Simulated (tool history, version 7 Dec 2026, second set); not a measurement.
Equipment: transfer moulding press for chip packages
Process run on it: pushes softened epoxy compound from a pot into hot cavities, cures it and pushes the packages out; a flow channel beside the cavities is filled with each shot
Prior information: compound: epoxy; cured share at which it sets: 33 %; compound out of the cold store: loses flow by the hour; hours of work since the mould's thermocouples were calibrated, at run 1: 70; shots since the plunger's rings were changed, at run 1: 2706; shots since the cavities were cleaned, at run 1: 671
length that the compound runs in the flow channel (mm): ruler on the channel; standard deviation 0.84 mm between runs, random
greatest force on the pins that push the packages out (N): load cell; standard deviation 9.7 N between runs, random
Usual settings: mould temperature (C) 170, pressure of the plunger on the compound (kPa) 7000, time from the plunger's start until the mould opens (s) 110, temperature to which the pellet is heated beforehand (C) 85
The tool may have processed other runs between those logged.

| run | hour | mould temperature (C) | pressure of the plunger on the compound (kPa) | time from the plunger's start until the mould opens (s) | temperature to which the pellet is heated beforehand (C) | hours of work since the mould's thermocouples were calibrated | shots since the plunger's rings were changed | shots since the cavities were cleaned | incoming compound's hours out of the cold store | length that the compound runs in the flow channel (mm) | greatest force on the pins that push the packages out (N) |
|---|---|---|---|---|---|---|---|---|---|---|---|
| 1 | 0.0 | 170 | 7000 | 110 | 85 | 70 | 2706 | 671 | 22.3 | 842.4 | 719 |
| 2 | 16.7 | 170 | 7000 | 110 | 85 | 77 | 2820 | 785 | 35.6 | 807.4 | 706 |
| 3 | 33.1 | 170 | 7000 | 110 | 85 | 84 | 2932 | 897 | 8.1 | 882.2 | 783 |
| 4 | 46.1 | 170 | 7000 | 110 | 85 | 89 | 3021 | 986 | 15.8 | 858.3 | 777 |
| 5 | 58.9 | 170 | 7000 | 110 | 85 | 94 | 3109 | 1074 | 10.0 | 874.9 | 811 |
|  | 69.9 | cavities cleaned with cleaning compound and waxed |
| 6 | 71.8 | 170 | 7000 | 110 | 91 | 99 | 3187 | 13 | 38.5 | 796.8 | 965 |
| 7 | 88.7 | 170 | 7000 | 110 | 91 | 106 | 3302 | 128 | 17.5 | 852.0 | 960 |
| 8 | 103.6 | 170 | 7000 | 110 | 91 | 112 | 3405 | 231 | 30.8 | 815.4 | 950 |
| 9 | 118.1 | 170 | 7000 | 110 | 85 | 118 | 3504 | 330 | 14.6 | 861.2 | 984 |
| 10 | 126.5 | 170 | 7000 | 110 | 85 | 122 | 3561 | 387 | 38.9 | 793.7 | 946 |
| 11 | 133.8 | 170 | 7000 | 110 | 85 | 125 | 3611 | 437 | 28.4 | 821.5 | 949 |
| 12 | 147.0 | 170 | 7000 | 110 | 85 | 130 | 3702 | 528 | 42.8 | 783.8 | 944 |
| 13 | 161.0 | 170 | 7000 | 110 | 85 | 136 | 3797 | 623 | 45.1 | 777.4 | 918 |
|  | 173.2 | cavities cleaned with cleaning compound and waxed, once more |
| 14 | 177.3 | 170 | 8510 | 110 | 85 | 142 | 3899 | 28 | 27.4 | 909.4 | 477 |
| 15 | 186.5 | 170 | 8510 | 110 | 85 | 146 | 3962 | 91 | 34.7 | 884.7 | 518 |
| 16 | 200.2 | 172 | 8510 | 142 | 91 | 151 | 4056 | 185 | 29.9 | 892.7 | 515 |
| 17 | 213.8 | 172 | 8510 | 142 | 91 | 157 | 4149 | 278 | 28.8 | 896.2 | 548 |
|  | 225.9 | plunger's sealing rings changed |
| 18 | 232.3 | 172 | 8510 | 136 | 91 | 164 | 44 | 387 | 46.9 | 867.9 | 585 |
| 19 | 245.7 | 174 | 6160 | 136 | 89 | 169 | 136 | 479 | 46.5 | 736.1 | 601 |
| 20 | 252.9 | 174 | 6160 | 136 | 89 | 172 | 185 | 528 | 40.4 | 748.3 | 635 |
| 21 | 265.7 | 170 | 6210 | 127 | 85 | 178 | 273 | 616 | 42.3 | 755.8 | 680 |
| 22 | 278.3 | 174 | 6210 | 102 | 85 | 183 | 359 | 702 | 29.8 | 778.3 | 690 |
| 23 | 285.9 | 174 | 6210 | 102 | 85 | 186 | 411 | 754 | 43.6 | 743.7 | 710 |
| 24 | 301.2 | 174 | 6210 | 102 | 85 | 192 | 516 | 859 | 15.8 | 814.4 | 725 |
| 25 | 310.6 | 170 | 7000 | 136 | 95 | 196 | 580 | 923 | 35.5 | 819.1 | 717 |
| 26 | 320.3 | 170 | 7000 | 136 | 95 | 200 | 647 | 990 | 12.2 | 884.8 | 730 |
| 27 | 331.7 | 170 | 7000 | 136 | 95 | 205 | 725 | 1068 | 41.9 | 803.8 | 729 |
| 28 | 340.9 | 170 | 7000 | 129 | 85 | 209 | 788 | 1131 | 23.2 | 853.6 | 729 |

Measured less the same run without the tool's hidden state. The same run-to-run variation is in both; the gauge's scatter may not be:
Hidden state at play: true mould temperature over the reading, C; pressure that reaches the compound, % of what is set; grip of the stained cavities, % over clean ones'; drift of the gauge itself on flow_mm, %; drift of the gauge itself on push_out_n, %.
| run | length that the compound runs in the flow channel (mm) | greatest force on the pins that push the packages out (N) |
|---|---|---|
| 1 | -15.1 | +275 |
| 2 | -15.0 | +285 |
| 3 | -16.9 | +325 |
| 4 | -16.9 | +333 |
| 5 | -17.7 | +357 |
| 6 | -16.5 | +511 |
| 7 | -18.2 | +511 |
| 8 | -18.0 | +500 |
| 9 | -19.5 | +520 |
| 10 | -18.3 | +496 |
| 11 | -19.2 | +496 |
| 12 | -18.7 | +498 |
| 13 | -19.0 | +483 |
| 14 | -22.7 | +37 |
| 15 | -22.4 | +70 |
| 16 | -23.2 | +100 |
| 17 | -23.8 | +133 |
| 18 | +1.2 | +171 |
| 19 | +0.5 | +193 |
| 20 | +0.3 | +213 |
| 21 | +0.1 | +246 |
| 22 | -0.4 | +265 |
| 23 | -0.6 | +278 |
| 24 | -1.1 | +298 |
| 25 | -1.3 | +298 |
| 26 | -1.6 | +310 |
| 27 | -2.0 | +316 |
| 28 | -2.3 | +323 |

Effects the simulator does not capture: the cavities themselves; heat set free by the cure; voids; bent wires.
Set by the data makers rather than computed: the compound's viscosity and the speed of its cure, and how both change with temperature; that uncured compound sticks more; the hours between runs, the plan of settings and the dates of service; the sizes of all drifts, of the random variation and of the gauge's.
